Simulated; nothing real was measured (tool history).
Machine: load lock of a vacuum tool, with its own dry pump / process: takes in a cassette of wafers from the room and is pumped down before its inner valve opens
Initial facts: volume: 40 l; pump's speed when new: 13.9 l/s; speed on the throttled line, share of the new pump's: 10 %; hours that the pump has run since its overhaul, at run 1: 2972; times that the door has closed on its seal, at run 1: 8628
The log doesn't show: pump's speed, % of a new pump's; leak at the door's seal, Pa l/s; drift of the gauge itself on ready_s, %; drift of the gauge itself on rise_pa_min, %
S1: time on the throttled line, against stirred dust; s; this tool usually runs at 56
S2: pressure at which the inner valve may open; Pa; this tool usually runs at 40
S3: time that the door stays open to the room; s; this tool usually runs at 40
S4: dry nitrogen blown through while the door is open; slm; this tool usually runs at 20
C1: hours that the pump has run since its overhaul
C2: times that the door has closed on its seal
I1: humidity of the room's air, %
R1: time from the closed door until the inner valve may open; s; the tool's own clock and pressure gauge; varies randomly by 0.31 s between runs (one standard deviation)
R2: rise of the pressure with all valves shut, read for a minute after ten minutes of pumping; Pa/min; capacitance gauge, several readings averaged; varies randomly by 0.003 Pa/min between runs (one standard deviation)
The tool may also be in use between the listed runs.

run	hour	S1	S2	S3	S4	C1	C2	I1	R1	R2
1	0.0	56	40	40	20	2972	8628	43.9	73.0	0.077
2	67.4	56	40	40	20	3039	8874	52.7	72.9	0.082
3	124.3	56	40	40	20	3096	9082	46.8	73.2	0.082
4	185.3	56	40	40	20	3157	9305	47.0	72.9	0.088
5	267.8	56	40	40	7	3240	9606	44.1	72.9	0.100
6	334.6	56	40	40	7	3307	9850	44.8	73.8	0.097
7	394.0	56	40	40	7	3366	10067	46.3	73.8	0.099
8	447.2	56	40	40	7	3419	10262	45.1	73.2	0.103
9	497.2	56	40	110	20	3469	10444	44.0	73.0	0.107
10	562.0	56	40	110	20	3534	10681	44.6	73.0	0.108
11	637.9	56	78	110	10	3610	10958	43.8	71.1	0.116
12	692.4	45	79	44	20	3664	11157	42.4	61.6	0.108
13	771.0	85	47	44	34	3743	11444	44.5	98.6	0.102

Predict the results of run 14:
14	841.4	56	36	40	20	3814	11702	42.5	?	?

R1: 73.2 s
R2: 0.104 Pa/min
If the tool had no hidden condition, the same run with the same run-to-run variation would have returned R1 72.6 s, R2 0.017 Pa/min.
